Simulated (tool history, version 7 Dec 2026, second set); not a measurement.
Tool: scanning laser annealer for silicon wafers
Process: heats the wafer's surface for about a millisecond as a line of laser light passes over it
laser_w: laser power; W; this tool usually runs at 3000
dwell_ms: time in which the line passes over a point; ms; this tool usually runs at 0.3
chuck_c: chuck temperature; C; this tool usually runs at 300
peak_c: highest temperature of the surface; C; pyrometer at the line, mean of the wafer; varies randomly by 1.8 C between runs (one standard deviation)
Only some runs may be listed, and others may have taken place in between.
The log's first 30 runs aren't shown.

run 31 hour=1110.5 | laser_w=2592 dwell_ms=0.261 chuck_c=273 | peak_c=789
run 32 hour=1150.2 | laser_w=2592 dwell_ms=0.261 chuck_c=273 | peak_c=787
run 33 hour=1188.4 | laser_w=2836 dwell_ms=0.3 chuck_c=301 | peak_c=916
-- hour=1201.3 window over the wafer cleaned
run 34 hour=1229.1 | laser_w=2836 dwell_ms=0.3 chuck_c=301 | peak_c=950
run 35 hour=1281.4 | laser_w=3272 dwell_ms=0.251 chuck_c=297 | peak_c=996
run 36 hour=1310.8 | laser_w=2686 dwell_ms=0.3 chuck_c=300 | peak_c=903
run 37 hour=1356.8 | laser_w=3007 dwell_ms=0.23 chuck_c=313 | peak_c=907
run 38 hour=1390.5 | laser_w=3000 dwell_ms=0.25 chuck_c=308 | peak_c=923
run 39 hour=1429.1 | laser_w=2570 dwell_ms=0.318 chuck_c=308 | peak_c=889
run 40 hour=1464.9 | laser_w=2954 dwell_ms=0.265 chuck_c=300 | peak_c=920

Here are 5 independent what-if runs from the current tool condition. What would each one return?
run A hour=1487.6 | laser_w=2794 dwell_ms=0.292 chuck_c=278 | peak_c=?
run B hour=1487.6 | laser_w=2795 dwell_ms=0.292 chuck_c=300 | peak_c=?
run C hour=1487.6 | laser_w=2954 dwell_ms=0.265 chuck_c=307 | peak_c=?
run D hour=1487.6 | laser_w=2954 dwell_ms=0.3 chuck_c=300 | peak_c=?
run E hour=1487.6 | laser_w=3112 dwell_ms=0.295 chuck_c=323 | peak_c=?

run=A peak_c=885
run=B peak_c=908
run=C peak_c=926
run=D peak_c=960
run=E peak_c=1024
Take away the tool's hidden state, keep each run's random variation, and the runs would have read:
run=A peak_c=915
run=B peak_c=938
run=C peak_c=956
run=D peak_c=993
run=E peak_c=1058
